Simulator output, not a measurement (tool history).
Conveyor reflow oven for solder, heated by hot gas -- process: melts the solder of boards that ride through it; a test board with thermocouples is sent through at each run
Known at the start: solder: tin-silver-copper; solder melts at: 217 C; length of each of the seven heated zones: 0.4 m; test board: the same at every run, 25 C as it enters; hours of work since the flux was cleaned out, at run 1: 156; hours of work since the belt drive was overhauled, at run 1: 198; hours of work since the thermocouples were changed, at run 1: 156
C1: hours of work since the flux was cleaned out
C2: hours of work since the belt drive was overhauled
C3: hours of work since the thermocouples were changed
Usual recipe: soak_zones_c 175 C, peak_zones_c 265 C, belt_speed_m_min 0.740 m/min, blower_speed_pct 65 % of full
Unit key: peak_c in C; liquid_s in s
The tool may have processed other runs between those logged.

Run 1, hour 0.0: usual settings; C1 156; C2 198; C3 156. Result: peak_c 244.2 C, liquid_s 42.2 s.
Run 2, hour 44.1: usual settings but soak_zones_c 169 C; C1 189; C2 230; C3 189. Result: peak_c 242.9 C, liquid_s 39.0 s.
Run 3, hour 88.1: usual settings but soak_zones_c 169 C; C1 221; C2 262; C3 221. Result: peak_c 243.2 C, liquid_s 39.2 s.
Run 4, hour 121.6: usual settings but soak_zones_c 169 C; C1 245; C2 287; C3 245. Result: peak_c 242.8 C, liquid_s 39.1 s.
Run 5, hour 185.2: usual settings but soak_zones_c 169 C; C1 292; C2 333; C3 292. Result: peak_c 243.2 C, liquid_s 39.2 s.
Run 6, hour 213.0: usual settings but soak_zones_c 169 C; C1 312; C2 354; C3 312. Result: peak_c 243.1 C, liquid_s 39.1 s.
Run 7, hour 241.5: usual settings but soak_zones_c 169 C, blower_speed_pct 61 % of full; C1 333; C2 375; C3 333. Result: peak_c 241.8 C, liquid_s 37.3 s.
At hour 279.5: flux residue cleaned out of gas plates and filters.
Run 8, hour 287.5: usual settings but soak_zones_c 169 C, blower_speed_pct 61 % of full; C1 6; C2 405; C3 363. Result: peak_c 241.8 C, liquid_s 37.4 s.
Run 9, hour 334.0: usual settings but soak_zones_c 169 C, blower_speed_pct 61 % of full; C1 40; C2 439; C3 397. Result: peak_c 241.8 C, liquid_s 37.3 s.
Run 10, hour 379.3: usual settings but soak_zones_c 169 C, blower_speed_pct 61 % of full; C1 73; C2 472; C3 431. Result: peak_c 241.8 C, liquid_s 37.5 s.
Run 11, hour 417.7: usual settings but soak_zones_c 169 C, peak_zones_c 263 C, blower_speed_pct 61 % of full; C1 101; C2 500; C3 459. Result: peak_c 240.0 C, liquid_s 35.7 s.
Run 12, hour 453.9: usual settings but soak_zones_c 169 C, peak_zones_c 269 C, blower_speed_pct 61 % of full; C1 128; C2 527; C3 485. Result: peak_c 245.0 C, liquid_s 40.2 s.
Run 13, hour 504.1: usual settings but soak_zones_c 169 C, peak_zones_c 269 C, blower_speed_pct 61 % of full; C1 165; C2 563; C3 522. Result: peak_c 245.0 C, liquid_s 40.0 s.
Run 14, hour 564.0: usual settings; C1 209; C2 607; C3 566. Result: peak_c 244.1 C, liquid_s 41.6 s.
Run 15, hour 610.9: usual settings; C1 243; C2 642; C3 600. Result: peak_c 244.4 C, liquid_s 41.8 s.
At hour 619.3: thermocouples of zones 6 and 7 changed.
Run 16, hour 642.4: usual settings but soak_zones_c 169 C, peak_zones_c 253 C, belt_speed_m_min 0.878 m/min, blower_speed_pct 71 % of full; C1 265; C2 663; C3 17. Result: peak_c 229.1 C, liquid_s 19.2 s.
Run 17, hour 693.7: usual settings but soak_zones_c 169 C, peak_zones_c 253 C, belt_speed_m_min 0.878 m/min, blower_speed_pct 71 % of full; C1 302; C2 701; C3 55. Result: peak_c 229.3 C, liquid_s 19.0 s.
Run 18, hour 725.2: usual settings but soak_zones_c 162 C, peak_zones_c 253 C, belt_speed_m_min 0.754 m/min, blower_speed_pct 71 % of full; C1 325; C2 724; C3 78. Result: peak_c 232.8 C, liquid_s 27.5 s.
At hour 773.3: flux residue cleaned out of gas plates and filters.
Run 19, hour 780.6: usual settings but soak_zones_c 166 C, peak_zones_c 263 C, belt_speed_m_min 0.731 m/min, blower_speed_pct 80 % of full; C1 5; C2 761; C3 115. Result: peak_c 245.4 C, liquid_s 41.6 s.

Run 20, settings as shown, results not yet in. Your forecast:
Run 20, hour 808.4: usual settings but soak_zones_c 166 C, peak_zones_c 270 C, belt_speed_m_min 0.677 m/min, blower_speed_pct 80 % of full; C1 26; C2 781; C3 135. Result: peak_c ?, liquid_s ?.

Run 20 yielded peak_c 253.9 C, liquid_s 51.5 s.
With the hidden condition absent and the run-to-run variation left alone, this run would have shown peak_c 253.9 C, liquid_s 51.4 s.
